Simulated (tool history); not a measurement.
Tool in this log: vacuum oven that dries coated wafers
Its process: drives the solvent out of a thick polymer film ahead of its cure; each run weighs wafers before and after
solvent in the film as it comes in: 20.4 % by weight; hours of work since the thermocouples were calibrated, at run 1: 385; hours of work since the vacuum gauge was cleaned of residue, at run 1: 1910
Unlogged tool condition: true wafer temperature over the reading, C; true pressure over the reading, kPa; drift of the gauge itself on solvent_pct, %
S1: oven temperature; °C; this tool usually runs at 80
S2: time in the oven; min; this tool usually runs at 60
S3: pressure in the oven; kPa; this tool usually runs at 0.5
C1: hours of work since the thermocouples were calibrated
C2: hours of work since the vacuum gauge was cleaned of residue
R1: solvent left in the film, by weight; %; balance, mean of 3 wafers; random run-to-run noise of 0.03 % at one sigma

run,day,S1,S2,S3,C1,C2,R1
1,0,80,60,0.5,385,1910,1.67
2,4.058,80,60,0.5,447,1972,1.6
3,8.004,80,60,0.5,508,2033,1.67
4,11.408,80,60,0.586,561,2086,1.69
5,15.225,80,60,0.5,620,2145,1.54
6,17.808,93,60,0.5,660,2185,0.46
7,21.071,93,96,0.571,710,2235,0.26
8,24.621,80,60,0.254,765,2290,1.48
9,26.646,80,60,0.36,796,2321,1.57

What will run 10 give?
10,29.392,80,60,0.36,839,2364,?

R1: 1.55 %
Without the tool's hidden state the same run would have given R1 1.55 %.

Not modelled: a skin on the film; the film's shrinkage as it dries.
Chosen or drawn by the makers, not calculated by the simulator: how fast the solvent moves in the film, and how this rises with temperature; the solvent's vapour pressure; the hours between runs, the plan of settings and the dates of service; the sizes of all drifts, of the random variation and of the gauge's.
